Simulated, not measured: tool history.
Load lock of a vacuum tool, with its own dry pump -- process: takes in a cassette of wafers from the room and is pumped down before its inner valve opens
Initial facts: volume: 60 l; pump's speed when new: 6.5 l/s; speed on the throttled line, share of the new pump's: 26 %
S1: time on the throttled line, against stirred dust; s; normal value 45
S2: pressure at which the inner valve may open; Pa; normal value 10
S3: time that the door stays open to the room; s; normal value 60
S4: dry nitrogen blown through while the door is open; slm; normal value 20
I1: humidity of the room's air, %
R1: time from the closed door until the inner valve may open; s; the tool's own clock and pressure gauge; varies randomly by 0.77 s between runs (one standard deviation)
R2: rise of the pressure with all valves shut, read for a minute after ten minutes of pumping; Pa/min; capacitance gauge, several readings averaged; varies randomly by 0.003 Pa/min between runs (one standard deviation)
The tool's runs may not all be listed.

run 1 hour=0.0 | S1=45 S2=10 S3=60 S4=20 | I1=50.2 | R1=123.5 R2=0.058
run 2 hour=108.5 | S1=35 S2=10 S3=60 S4=20 | I1=43.1 | R1=115.2 R2=0.051
run 3 hour=282.0 | S1=35 S2=10 S3=60 S4=20 | I1=46.6 | R1=117.2 R2=0.060
run 4 hour=490.4 | S1=35 S2=10 S3=60 S4=20 | I1=46.3 | R1=115.7 R2=0.053
run 5 hour=592.5 | S1=35 S2=10 S3=60 S4=20 | I1=43.7 | R1=118.3 R2=0.054
run 6 hour=730.5 | S1=35 S2=10 S3=60 S4=20 | I1=47.2 | R1=117.0 R2=0.059
run 7 hour=900.9 | S1=52 S2=8 S3=133 S4=5 | I1=45.8 | R1=132.8 R2=0.085
run 8 hour=1109.6 | S1=52 S2=8 S3=133 S4=5 | I1=47.8 | R1=133.9 R2=0.083
run 9 hour=1309.1 | S1=25 S2=16 S3=60 S4=20 | I1=47.0 | R1=107.1 R2=0.062
run 10 hour=1441.9 | S1=32 S2=10 S3=60 S4=29 | I1=47.4 | R1=118.0 R2=0.059

Measured less the same run without the tool's hidden state. The same run-to-run variation is in both; the gauge's scatter may not be:
The tool's hidden condition here consists of: pump's speed, % of a new pump's; leak at the door's seal, Pa l/s; drift of the gauge itself on ready_s, %; drift of the gauge itself on rise_pa_min, %.
run=1 R1=+4.5 R2=+0.023
run=2 R1=+4.9 R2=+0.024
run=3 R1=+5.3 R2=+0.025
run=4 R1=+5.8 R2=+0.026
run=5 R1=+6.2 R2=+0.027
run=6 R1=+6.4 R2=+0.028
run=7 R1=+6.6 R2=+0.029
run=8 R1=+7.2 R2=+0.029
run=9 R1=+7.7 R2=+0.032
run=10 R1=+8.4 R2=+0.033
